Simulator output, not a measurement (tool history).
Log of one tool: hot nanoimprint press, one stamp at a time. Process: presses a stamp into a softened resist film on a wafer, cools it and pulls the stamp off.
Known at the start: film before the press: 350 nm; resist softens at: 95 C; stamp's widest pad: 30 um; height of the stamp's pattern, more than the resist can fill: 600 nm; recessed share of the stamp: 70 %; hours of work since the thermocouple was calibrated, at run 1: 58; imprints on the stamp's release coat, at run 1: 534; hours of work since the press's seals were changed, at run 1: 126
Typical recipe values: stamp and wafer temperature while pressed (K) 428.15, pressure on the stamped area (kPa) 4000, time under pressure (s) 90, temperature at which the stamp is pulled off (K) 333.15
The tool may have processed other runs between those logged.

run,hour,stamp and wafer temperature while pressed (K),pressure on the stamped area (kPa),time under pressure (s),temperature at which the stamp is pulled off (K),hours of work since the thermocouple was calibrated,imprints on the stamp's release coat,hours of work since the press's seals were changed,resist left under the stamp's widest pad (angstrom),greatest force while the stamp is pulled off (N)
1,0.0,428.15,4000,90,333.15,58,534,126,1604,252
2,5.7,428.15,4000,90,333.15,60,551,129,1606,248
3,14.6,428.15,4000,90,340.15,64,578,132,1608,208
4,24.3,428.15,4000,90,340.15,68,607,136,1602,221
5,31.7,428.15,4000,90,340.15,71,630,140,1606,215
6,42.5,428.15,4000,90,340.15,76,662,144,1599,223
7,50.7,428.15,4000,90,340.15,79,687,147,1600,211
8,57.0,428.15,4000,90,340.15,82,706,150,1603,218
9,67.7,428.15,4000,90,340.15,86,739,155,1600,220
10,78.4,428.15,4000,90,340.15,91,771,159,1601,224
11,83.6,428.15,4000,90,340.15,93,787,161,1599,219
12,92.9,428.15,4000,90,340.15,97,815,165,1601,221
13,99.5,428.15,4000,90,340.15,100,835,168,1592,230
14,105.2,428.15,4000,90,340.15,102,852,170,1597,226
15,114.6,428.15,4000,76,333.15,106,881,174,1699,270
16,125.2,428.15,5850,51,333.15,110,913,179,1655,273
17,133.7,428.15,5850,51,333.15,114,938,182,1656,279
18,138.3,431.15,4060,60,323.15,116,952,184,1639,338
19,149.1,431.15,4060,60,323.15,120,985,189,1633,333
20,158.9,440.15,4000,130,333.15,124,1014,193,833,280
21,168.8,440.15,4000,130,333.15,128,1044,197,832,283
22,177.0,428.15,3210,84,325.15,132,1069,200,1805,323
23,184.9,428.15,4630,84,318.15,135,1093,203,1531,391
24,189.6,423.15,3450,90,324.15,137,1107,205,2071,357
25,197.7,437.15,3510,84,319.15,141,1132,209,1206,384
26,205.6,430.15,3510,54,324.15,144,1155,212,1878,344
27,212.3,430.15,3510,54,324.15,147,1176,215,1871,365
28,217.5,432.15,4260,54,335.15,149,1192,217,1595,276
29,222.2,428.15,4000,123,333.15,151,1206,219,1412,298
30,226.8,432.15,4000,92,333.15,153,1220,221,1343,294

Predict each of these 4 candidate next runs independently; none follows another, all start after run 30:
A,232.2,428.15,6280,90,339.15,155,1236,223,?,?
B,232.2,427.15,4000,56,321.15,155,1236,223,?,?
C,232.2,433.15,5360,92,325.15,155,1236,223,?,?
D,232.2,434.15,4300,90,335.15,155,1236,223,?,?

run,resist left under the stamp's widest pad (angstrom),greatest force while the stamp is pulled off (N)
A,1291,254
B,1949,384
C,1106,347
D,1199,285
Take away the tool's hidden state, keep each run's random variation, and the runs would have read:
run,resist left under the stamp's widest pad (angstrom),greatest force while the stamp is pulled off (N)
A,1293,177
B,1954,267
C,1109,242
D,1202,198
